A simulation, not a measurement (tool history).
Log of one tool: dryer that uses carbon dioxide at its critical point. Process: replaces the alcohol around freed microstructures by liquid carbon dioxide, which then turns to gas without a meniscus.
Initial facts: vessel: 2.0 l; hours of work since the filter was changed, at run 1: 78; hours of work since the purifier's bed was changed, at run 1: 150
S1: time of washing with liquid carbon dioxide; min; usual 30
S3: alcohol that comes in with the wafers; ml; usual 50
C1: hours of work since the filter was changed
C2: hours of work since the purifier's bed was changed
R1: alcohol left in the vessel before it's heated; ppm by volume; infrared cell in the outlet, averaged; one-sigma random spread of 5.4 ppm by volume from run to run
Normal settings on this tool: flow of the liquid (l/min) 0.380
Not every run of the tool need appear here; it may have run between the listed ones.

run 1 hour=0.0 | S1=30 flow_of_the_liquid_(l/min)=0.380 S3=50 | C1=78 C2=150 | R1=181
run 2 hour=11.2 | S1=30 flow_of_the_liquid_(l/min)=0.380 S3=34 | C1=82 C2=153 | R1=136
run 3 hour=23.1 | S1=30 flow_of_the_liquid_(l/min)=0.380 S3=48 | C1=85 C2=157 | R1=163
run 4 hour=34.7 | S1=30 flow_of_the_liquid_(l/min)=0.380 S3=42 | C1=89 C2=160 | R1=156
run 5 hour=44.1 | S1=30 flow_of_the_liquid_(l/min)=0.380 S3=27 | C1=92 C2=163 | R1=114
run 6 hour=56.7 | S1=30 flow_of_the_liquid_(l/min)=0.380 S3=50 | C1=96 C2=167 | R1=176
run 7 hour=71.8 | S1=30 flow_of_the_liquid_(l/min)=0.380 S3=50 | C1=100 C2=172 | R1=187
run 8 hour=80.7 | S1=30 flow_of_the_liquid_(l/min)=0.380 S3=50 | C1=103 C2=174 | R1=189
run 9 hour=88.7 | S1=30 flow_of_the_liquid_(l/min)=0.380 S3=32 | C1=105 C2=177 | R1=136
run 10 hour=101.4 | S1=30 flow_of_the_liquid_(l/min)=0.380 S3=32 | C1=109 C2=181 | R1=135
run 11 hour=117.3 | S1=30 flow_of_the_liquid_(l/min)=0.380 S3=32 | C1=114 C2=185 | R1=135
run 12 hour=130.5 | S1=30 flow_of_the_liquid_(l/min)=0.380 S3=32 | C1=118 C2=189 | R1=133
run 13 hour=143.8 | S1=30 flow_of_the_liquid_(l/min)=0.380 S3=32 | C1=122 C2=194 | R1=131
run 14 hour=152.5 | S1=30 flow_of_the_liquid_(l/min)=0.380 S3=32 | C1=125 C2=196 | R1=141
run 15 hour=168.0 | S1=30 flow_of_the_liquid_(l/min)=0.380 S3=32 | C1=129 C2=201 | R1=151
run 16 hour=177.3 | S1=30 flow_of_the_liquid_(l/min)=0.380 S3=32 | C1=132 C2=204 | R1=145
run 17 hour=193.0 | S1=30 flow_of_the_liquid_(l/min)=0.483 S3=50 | C1=137 C2=208 | R1=89
run 18 hour=200.0 | S1=30 flow_of_the_liquid_(l/min)=0.254 S3=50 | C1=139 C2=211 | R1=907
run 19 hour=213.9 | S1=30 flow_of_the_liquid_(l/min)=0.254 S3=50 | C1=143 C2=215 | R1=935
run 20 hour=222.0 | S1=39 flow_of_the_liquid_(l/min)=0.380 S3=50 | C1=146 C2=217 | R1=75

Run 21 comes next. What will it give?
run 21 hour=237.9 | S1=20 flow_of_the_liquid_(l/min)=0.380 S3=51 | C1=151 C2=222 | R1=?

{"run 21": {"R1": 928}}
Take away the tool's hidden state, keep the run-to-run variation as it was, and the same run would have given R1 749 ppm by volume.
